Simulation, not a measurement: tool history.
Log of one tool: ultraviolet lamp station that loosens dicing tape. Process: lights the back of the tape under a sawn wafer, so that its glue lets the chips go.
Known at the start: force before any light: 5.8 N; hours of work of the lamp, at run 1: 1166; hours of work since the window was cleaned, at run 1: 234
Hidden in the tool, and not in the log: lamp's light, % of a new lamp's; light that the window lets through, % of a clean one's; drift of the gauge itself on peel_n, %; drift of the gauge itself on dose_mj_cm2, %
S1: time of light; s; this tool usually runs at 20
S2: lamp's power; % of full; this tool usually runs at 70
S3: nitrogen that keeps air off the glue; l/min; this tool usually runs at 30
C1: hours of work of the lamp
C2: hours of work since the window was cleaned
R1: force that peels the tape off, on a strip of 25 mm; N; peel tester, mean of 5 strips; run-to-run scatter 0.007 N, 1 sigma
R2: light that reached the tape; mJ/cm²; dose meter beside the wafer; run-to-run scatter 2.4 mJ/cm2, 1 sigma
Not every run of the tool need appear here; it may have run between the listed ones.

run,hour,S1,S2,S3,C1,C2,R1,R2
1,0.0,20,70,30,1166,234,0.585,195
2,45.0,20,70,30,1191,259,0.618,192
3,88.6,20,70,30,1215,284,0.614,191
4,130.0,20,70,30,1238,307,0.627,185
5,165.5,20,90,30,1257,326,0.356,239
6,198.9,26,70,30,1276,345,0.367,239
7,244.7,26,70,30,1301,370,0.381,237
# hour 253.2: window cleaned of glue's vapour
8,277.1,20,70,30,1319,13,0.616,194
9,316.7,13,70,30,1341,35,1.340,126
10,349.5,17,90,11,1359,53,0.890,210
11,393.6,17,90,11,1384,78,0.971,203
12,446.3,37,67,14,1413,107,0.290,323
13,474.7,37,71,16,1429,123,0.231,340
14,523.3,37,71,16,1456,150,0.244,333
15,551.4,20,66,30,1471,166,0.776,168
16,588.2,13,100,38,1492,186,0.737,163

Branching from run 16: 4 alternative next runs. What would each branch give?
A,613.7,20,92,30,1506,200,?,?
B,613.7,13,64,11,1506,200,?,?
C,613.7,33,83,23,1506,200,?,?
D,613.7,38,70,54,1506,200,?,?

run,R1,R2
A,0.426,228
B,2.227,101
C,0.171,342
D,0.117,331
With no hidden state in the tool, these same runs would have given:
run,R1,R2
A,0.129,367
B,1.280,163
C,0.062,547
D,0.064,532

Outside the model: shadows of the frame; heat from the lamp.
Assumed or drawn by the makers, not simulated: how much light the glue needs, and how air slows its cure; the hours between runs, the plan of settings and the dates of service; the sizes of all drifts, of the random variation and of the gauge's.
